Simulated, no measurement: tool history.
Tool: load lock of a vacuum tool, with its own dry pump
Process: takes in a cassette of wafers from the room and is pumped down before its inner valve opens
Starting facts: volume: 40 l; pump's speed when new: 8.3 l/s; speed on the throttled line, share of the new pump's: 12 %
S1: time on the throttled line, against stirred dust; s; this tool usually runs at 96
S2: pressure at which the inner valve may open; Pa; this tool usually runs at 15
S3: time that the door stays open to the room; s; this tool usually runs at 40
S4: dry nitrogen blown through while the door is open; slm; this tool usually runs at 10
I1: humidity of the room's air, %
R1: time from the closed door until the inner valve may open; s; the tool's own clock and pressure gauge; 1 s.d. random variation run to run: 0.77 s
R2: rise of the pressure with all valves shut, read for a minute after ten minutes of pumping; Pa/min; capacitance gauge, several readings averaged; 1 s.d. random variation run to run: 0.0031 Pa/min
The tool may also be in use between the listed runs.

run    hour   S1  S2   S3  S4    I1     R1     R2
  1       0   96  15   40  10  43.9  131.6  0.053
  2   590.4   96  15   59  10  45.8  130.4  0.078
  3  1305.8   96  15   59  10  46.3  132.4  0.078
  4  1761.4   96  15   59  10  42.8  132.7  0.069
  5  2471.9   96  15   59  10  50.7  132.2  0.089
  6  2872.4   96  15   59  10  44.6    133  0.077
  7  3399.7   96  15   40  10  47.1  132.8  0.069
  8    4059   96  15   40  10  43.6  133.6  0.064
  9  4423.1   96  15   40  10  44.5  132.3  0.067
 10  4721.5   96  15  120  10  43.9  135.5  0.121
 11  5051.7   96  15  120   5  45.9  134.1  0.136
 12    5499   96  15  120   5  44.8  135.2  0.132
 13  5838.5   59  11  118  10  45.7    105   0.13
 14    6485  119  15  143  10  44.9    155  0.139
 15  6790.9   96  13   40   5  44.3  135.5  0.078
       6895  -- dry pump taken out, an overhauled one fitted
 16  7373.5   96  13   40   5    45  129.4  0.083
 17  7682.3  170  22  154   8  46.1  191.3  0.156
 18  8165.6   96  15   45  10    42  128.5  0.078

Pick out some run-to-run changes in R1. Of each, how much would a tool without hidden state show as well, from the settings, what came in and chance, and how much is left for the hidden state and any gauge scatter not in both results compared?
Hidden state at play: pump's speed, % of a new pump's; leak at the door's seal, Pa l/s; drift of the gauge itself on ready_s, %; drift of the gauge itself on rise_pa_min, %.
Run 15 -> 16: dry pump taken out, an overhauled one fitted. R1 -6.1 s: hidden state -7.9, all else +1.8.
Run 17 -> 18: S1 170 -> 96, S2 22 -> 15, S3 154 -> 45, S4 8 -> 10. R1 -62.8 s: hidden state +0.4, all else -63.2.
